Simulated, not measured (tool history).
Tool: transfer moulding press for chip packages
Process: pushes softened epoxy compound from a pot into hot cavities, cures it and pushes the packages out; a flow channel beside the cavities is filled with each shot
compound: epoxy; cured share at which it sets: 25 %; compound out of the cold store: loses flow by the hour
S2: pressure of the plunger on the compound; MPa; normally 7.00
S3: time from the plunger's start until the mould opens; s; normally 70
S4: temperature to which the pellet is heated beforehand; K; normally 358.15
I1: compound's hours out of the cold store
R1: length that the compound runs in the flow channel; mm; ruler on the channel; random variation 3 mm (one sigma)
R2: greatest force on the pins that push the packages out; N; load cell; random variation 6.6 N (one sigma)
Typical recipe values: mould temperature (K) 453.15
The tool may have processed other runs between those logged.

{"run": 1, "day": 0.0, "mould temperature (K)": 453.15, "S2": 7.0, "S3": 70, "S4": 358.15, "I1": 22.6, "R1": 784, "R2": 366}
{"day": 0.617, "done": "cavities cleaned with cleaning compound and waxed"}
{"day": 1.908, "done": "cavities cleaned with cleaning compound and waxed"}
{"run": 2, "day": 2.146, "mould temperature (K)": 453.15, "S2": 7.0, "S3": 70, "S4": 358.15, "I1": 41.4, "R1": 719, "R2": 306}
{"day": 3.292, "done": "cavities cleaned with cleaning compound and waxed"}
{"day": 4.592, "done": "cavities cleaned with cleaning compound and waxed"}
{"run": 3, "day": 4.888, "mould temperature (K)": 453.15, "S2": 7.0, "S3": 66, "S4": 358.15, "I1": 35.4, "R1": 721, "R2": 377}
{"day": 6.112, "done": "plunger's sealing rings changed"}
{"day": 6.175, "done": "cavities cleaned with cleaning compound and waxed"}
{"day": 6.683, "done": "mould's thermocouples calibrated"}
{"run": 4, "day": 6.683, "mould temperature (K)": 453.15, "S2": 7.0, "S3": 66, "S4": 358.15, "I1": 22.5, "R1": 787, "R2": 361}
{"day": 7.662, "done": "cavities cleaned with cleaning compound and waxed"}
{"run": 5, "day": 8.283, "mould temperature (K)": 453.15, "S2": 7.0, "S3": 66, "S4": 358.15, "I1": 44.4, "R1": 712, "R2": 367}
{"day": 8.946, "done": "cavities cleaned with cleaning compound and waxed"}
{"day": 10.217, "done": "cavities cleaned with cleaning compound and waxed"}
{"run": 6, "day": 10.217, "mould temperature (K)": 453.15, "S2": 7.0, "S3": 66, "S4": 358.15, "I1": 27.5, "R1": 757, "R2": 330}
{"day": 11.542, "done": "cavities cleaned with cleaning compound and waxed, once more"}
{"run": 7, "day": 11.775, "mould temperature (K)": 453.15, "S2": 7.0, "S3": 66, "S4": 358.15, "I1": 46.0, "R1": 690, "R2": 337}
{"day": 12.808, "done": "cavities cleaned with cleaning compound and waxed"}
{"day": 13.721, "done": "plunger's sealing rings changed"}
{"run": 8, "day": 13.779, "mould temperature (K)": 453.15, "S2": 6.09, "S3": 66, "S4": 358.15, "I1": 11.0, "R1": 781, "R2": 438}
{"day": 14.254, "done": "cavities cleaned with cleaning compound and waxed"}
{"day": 15.621, "done": "cavities cleaned with cleaning compound and waxed"}
{"run": 9, "day": 16.038, "mould temperature (K)": 459.15, "S2": 6.09, "S3": 66, "S4": 358.15, "I1": 10.4, "R1": 762, "R2": 257}
{"day": 17.004, "done": "cavities cleaned with cleaning compound and waxed"}
{"day": 18.317, "done": "cavities cleaned with cleaning compound and waxed"}
{"run": 10, "day": 18.75, "mould temperature (K)": 453.15, "S2": 7.0, "S3": 62, "S4": 358.15, "I1": 22.9, "R1": 777, "R2": 463}
{"day": 19.604, "done": "cavities cleaned with cleaning compound and waxed"}
{"run": 11, "day": 20.796, "mould temperature (K)": 453.15, "S2": 7.0, "S3": 79, "S4": 358.15, "I1": 16.3, "R1": 786, "R2": 313}
{"day": 21.079, "done": "plunger's sealing rings changed"}
{"day": 21.142, "done": "cavities cleaned with cleaning compound and waxed"}
{"day": 22.517, "done": "cavities cleaned with cleaning compound and waxed"}
{"run": 12, "day": 23.108, "mould temperature (K)": 453.15, "S2": 7.0, "S3": 79, "S4": 358.15, "I1": 27.8, "R1": 771, "R2": 270}
{"day": 23.792, "done": "cavities cleaned with cleaning compound and waxed"}
{"run": 13, "day": 24.575, "mould temperature (K)": 453.15, "S2": 7.0, "S3": 60, "S4": 358.15, "I1": 17.1, "R1": 796, "R2": 563}
{"day": 25.158, "done": "cavities cleaned with cleaning compound and waxed"}
{"day": 26.588, "done": "cavities cleaned with cleaning compound and waxed"}
{"run": 14, "day": 26.983, "mould temperature (K)": 453.15, "S2": 8.38, "S3": 70, "S4": 363.15, "I1": 10.2, "R1": 889, "R2": 332}
{"day": 27.954, "done": "cavities cleaned with cleaning compound and waxed"}
{"day": 28.592, "done": "plunger's sealing rings changed"}
{"run": 15, "day": 28.625, "mould temperature (K)": 453.15, "S2": 8.38, "S3": 70, "S4": 363.15, "I1": 19.2, "R1": 882, "R2": 341}
{"day": 29.346, "done": "cavities cleaned with cleaning compound and waxed"}
{"run": 16, "day": 29.988, "mould temperature (K)": 453.15, "S2": 8.38, "S3": 70, "S4": 363.15, "I1": 13.3, "R1": 898, "R2": 339}
{"day": 30.608, "done": "cavities cleaned with cleaning compound and waxed"}
{"run": 17, "day": 31.538, "mould temperature (K)": 453.15, "S2": 7.0, "S3": 62, "S4": 358.15, "I1": 28.8, "R1": 755, "R2": 497}

The next listed run, before its measurement:
{"day": 32.038, "done": "cavities cleaned with cleaning compound and waxed"}
{"day": 33.4, "done": "cavities cleaned with cleaning compound and waxed"}
{"run": 18, "day": 33.725, "mould temperature (K)": 453.15, "S2": 7.0, "S3": 62, "S4": 358.15, "I1": 45.3, "R1": "?", "R2": "?"}

R1: 692 mm
R2: 408 N
With the hidden condition absent and the run-to-run variation left alone, this run would have shown R1 712 mm, R2 345 N.
